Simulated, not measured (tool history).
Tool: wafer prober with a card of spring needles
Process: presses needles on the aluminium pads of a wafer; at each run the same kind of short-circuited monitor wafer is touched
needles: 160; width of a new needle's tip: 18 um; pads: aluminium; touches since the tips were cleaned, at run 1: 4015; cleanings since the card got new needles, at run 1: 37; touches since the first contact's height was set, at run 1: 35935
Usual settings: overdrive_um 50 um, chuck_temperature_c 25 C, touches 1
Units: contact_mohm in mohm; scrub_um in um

run	hour	overdrive_um	chuck_temperature_c	touches	touches since the tips were cleaned	cleanings since the card got new needles	touches since the first contact's height was set	contact_mohm	scrub_um
1	0	50	25	1	4015	37	35935	161	8.31
# hour 15.3: tips cleaned on abrasive film
# hour 51.7: tips cleaned on abrasive film
2	81.7	50	25	3	4446	39	47991	161	8.29
# hour 88.8: tips cleaned on abrasive film
# hour 129.6: tips cleaned on abrasive film
3	159.8	50	57	3	4476	41	59520	170	8.29
# hour 168: tips cleaned on abrasive film
4	200.1	50	57	3	4751	42	65463	166	8.29
# hour 205: tips cleaned on abrasive film
# hour 248: tips cleaned on abrasive film
5	281.1	50	105	1	4896	44	77414	179	8.29
# hour 289.1: tips cleaned on abrasive film
# hour 326.6: tips cleaned on abrasive film
6	343.9	50	105	1	2564	46	86671	176	8.32
# hour 368.8: tips cleaned on abrasive film
# hour 406.2: tips cleaned on abrasive film
7	436.7	50	105	1	4502	48	100365	178	8.25
# hour 443.3: tips cleaned on abrasive film
# hour 484: tips cleaned on abrasive film
8	503.9	50	105	1	2943	50	110278	180	8.27
# hour 522.5: tips cleaned on abrasive film
# hour 561.2: tips cleaned on abrasive film
9	576.9	50	25	2	2329	52	121055	163	8.29
# hour 604.4: tips cleaned on abrasive film
# hour 642: tips cleaned on abrasive film
10	653	50	123	1	1640	54	132281	181	8.31
# hour 681.4: tips cleaned on abrasive film
11	694.1	46	25	1	1874	55	138334	165	7.6
# hour 719.9: tips cleaned on abrasive film
# hour 759.6: tips cleaned on abrasive film
12	787.3	46	25	3	4091	57	152090	165	7.63
# hour 797: tips cleaned on abrasive film
# hour 837.6: tips cleaned on abrasive film
13	862.3	31	25	3	3659	59	163166	170	5.17
# hour 876.8: tips cleaned on abrasive film
# hour 916.9: tips cleaned on abrasive film
14	930	42	59	2	1940	61	173142	173	6.95
# hour 953.4: tips cleaned on abrasive film
# hour 976.9: height of the first contact set anew
# hour 992.5: tips cleaned on abrasive film
15	1020	42	59	2	4075	63	6372	173	6.96
# hour 1032.7: tips cleaned on abrasive film
# hour 1075.5: tips cleaned on abrasive film
16	1085.1	50	25	2	1419	65	15964	163	8.24
# hour 1116.8: tips cleaned on abrasive film
17	1126.9	57	25	2	1493	66	22131	161	9.45
# hour 1153.7: tips cleaned on abrasive film
18	1166.5	57	38	2	1905	67	27981	165	9.47
# hour 1192.1: tips cleaned on abrasive film
19	1207.6	55	38	2	2297	68	34044	165	9.12
# hour 1234.9: tips cleaned on abrasive film
# hour 1271.9: tips cleaned on abrasive film
20	1275.7	52	110	2	556	70	44081	180	8.63
# hour 1310.9: tips cleaned on abrasive film
# hour 1347.3: tips cleaned on abrasive film
21	1347.3	52	110	2	0	72	54649	177	8.59
# hour 1386.3: tips cleaned on abrasive film
22	1387.9	52	33	1	241	73	60641	162	8.66

Forecast each of these 5 alternatives for the next run:
# hour 1424.7: tips cleaned on abrasive film
A	1458.9	44	52	2	5060	74	71131	?	?
# hour 1424.7: tips cleaned on abrasive film
B	1458.9	32	25	3	5060	74	71131	?	?
# hour 1424.7: tips cleaned on abrasive film
C	1458.9	50	25	3	5060	74	71131	?	?
# hour 1424.7: tips cleaned on abrasive film
D	1458.9	52	67	1	5060	74	71131	?	?
# hour 1424.7: tips cleaned on abrasive film
E	1458.9	52	33	2	5060	74	71131	?	?

run	contact_mohm	scrub_um
A	169	7.27
B	171	5.36
C	163	8.31
D	171	8.62
E	163	8.65
Without the tool's hidden state the same runs would have given:
run	contact_mohm	scrub_um
A	169	7.27
B	171	5.36
C	163	8.31
D	171	8.62
E	163	8.65
